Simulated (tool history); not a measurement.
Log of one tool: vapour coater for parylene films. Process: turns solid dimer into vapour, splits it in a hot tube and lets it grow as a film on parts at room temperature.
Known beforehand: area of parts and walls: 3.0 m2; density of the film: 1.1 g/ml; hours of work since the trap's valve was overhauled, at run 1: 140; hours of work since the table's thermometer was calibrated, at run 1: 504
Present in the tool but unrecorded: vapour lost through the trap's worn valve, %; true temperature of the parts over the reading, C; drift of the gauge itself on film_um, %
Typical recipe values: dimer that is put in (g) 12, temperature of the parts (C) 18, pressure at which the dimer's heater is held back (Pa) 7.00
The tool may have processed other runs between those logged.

| run | hour | dimer that is put in (g) | temperature of the parts (C) | pressure at which the dimer's heater is held back (Pa) | hours of work since the trap's valve was overhauled | hours of work since the table's thermometer was calibrated | thickness of the film (um) |
|---|---|---|---|---|---|---|---|
| 1 | 0.0 | 12 | 18 | 7.00 | 140 | 504 | 1.83 |
| 2 | 12.1 | 12 | 18 | 5.60 | 149 | 513 | 1.91 |
| 3 | 21.0 | 12 | 18 | 5.60 | 156 | 519 | 1.88 |
| 4 | 33.8 | 12 | 18 | 5.60 | 165 | 529 | 1.93 |
| 5 | 45.9 | 12 | 18 | 5.60 | 174 | 538 | 1.91 |
| 6 | 61.5 | 12 | 18 | 11.50 | 186 | 549 | 1.58 |
| 7 | 74.4 | 12 | 18 | 11.50 | 195 | 559 | 1.58 |
| 8 | 85.8 | 12 | 18 | 11.50 | 204 | 567 | 1.60 |
| 9 | 100.6 | 12 | 18 | 11.50 | 215 | 578 | 1.60 |
| 10 | 109.8 | 12 | 18 | 11.50 | 222 | 585 | 1.58 |
| 11 | 126.4 | 12 | 18 | 11.50 | 234 | 598 | 1.55 |
| 12 | 143.8 | 12 | 18 | 8.89 | 247 | 611 | 1.67 |
| 13 | 164.1 | 12 | 18 | 8.89 | 262 | 626 | 1.64 |
| 14 | 173.4 | 12 | 18 | 5.21 | 269 | 633 | 1.88 |
| 15 | 183.9 | 12 | 18 | 5.21 | 277 | 640 | 1.89 |
| 16 | 194.3 | 12 | 29 | 7.00 | 285 | 648 | 1.14 |
| 17 | 203.9 | 12 | 29 | 7.00 | 292 | 655 | 1.17 |
| 18 | 224.9 | 12 | 29 | 7.00 | 307 | 671 | 1.15 |
| 19 | 242.0 | 12 | 29 | 7.00 | 320 | 684 | 1.17 |
| 20 | 250.8 | 12 | 29 | 7.00 | 327 | 690 | 1.12 |
| 21 | 264.3 | 12 | 29 | 7.00 | 337 | 700 | 1.16 |
| 22 | 281.9 | 12 | 29 | 7.00 | 350 | 713 | 1.15 |
| 23 | 290.9 | 12 | 29 | 7.00 | 357 | 720 | 1.11 |
| 24 | 307.8 | 19 | 10 | 7.00 | 369 | 733 | 3.68 |
|  | 323.9 | trap's valve overhauled |
| 25 | 329.9 | 11 | 29 | 10.42 | 4 | 746 | 1.06 |
| 26 | 350.8 | 6 | 18 | 4.09 | 20 | 762 | 1.09 |
| 27 | 365.7 | 5 | 10 | 4.09 | 31 | 773 | 1.20 |
| 28 | 386.0 | 15 | 18 | 7.00 | 46 | 788 | 2.34 |
| 29 | 395.9 | 15 | 18 | 7.00 | 54 | 795 | 2.35 |
| 30 | 410.4 | 15 | 18 | 7.00 | 64 | 806 | 2.32 |
| 31 | 431.4 | 12 | 29 | 3.01 | 80 | 822 | 1.55 |
| 32 | 453.1 | 11 | 14 | 5.23 | 96 | 838 | 2.15 |
| 33 | 470.3 | 11 | 19 | 5.23 | 109 | 851 | 1.73 |
| 34 | 481.3 | 15 | 19 | 7.00 | 117 | 859 | 2.25 |
| 35 | 494.3 | 10 | 29 | 8.80 | 127 | 869 | 0.94 |
| 36 | 513.1 | 21 | 29 | 8.80 | 141 | 883 | 2.01 |
| 37 | 530.6 | 10 | 18 | 3.23 | 154 | 896 | 1.83 |
| 38 | 543.0 | 10 | 18 | 3.23 | 163 | 905 | 1.86 |
| 39 | 558.6 | 14 | 18 | 7.00 | 175 | 917 | 2.12 |
| 40 | 572.2 | 14 | 18 | 7.00 | 185 | 927 | 2.16 |
| 41 | 583.9 | 14 | 25 | 3.88 | 194 | 935 | 1.82 |
| 42 | 603.2 | 9 | 18 | 7.00 | 208 | 950 | 1.35 |
| 43 | 619.9 | 9 | 18 | 7.00 | 220 | 962 | 1.33 |
| 44 | 638.4 | 11 | 18 | 8.30 | 234 | 976 | 1.57 |

Below, some changes in thickness of the film (um) between adjacent runs. For each, the amount present without the hidden state too (settings, incoming material, random variation) and the amount remaining for the hidden state with gauge scatter not shared by both compared results:
Run 15 -> 16: temperature of the parts (C) 18 -> 29, pressure at which the dimer's heater is held back (Pa) 5.21 -> 7.00. thickness of the film (um) -0.75: hidden state +0.05, all else -0.80.
Run 23 -> 24: dimer that is put in (g) 12 -> 19, temperature of the parts (C) 29 -> 10. thickness of the film (um) +2.57: hidden state -0.26, all else +2.83.
Run 24 -> 25: dimer that is put in (g) 19 -> 11, temperature of the parts (C) 10 -> 29, pressure at which the dimer's heater is held back (Pa) 7.00 -> 10.42, trap's valve overhauled. thickness of the film (um) -2.62: hidden state +0.38, all else -3.00.
Run 34 -> 35: dimer that is put in (g) 15 -> 10, temperature of the parts (C) 19 -> 29, pressure at which the dimer's heater is held back (Pa) 7.00 -> 8.80. thickness of the film (um) -1.31: hidden state +0.02, all else -1.33.
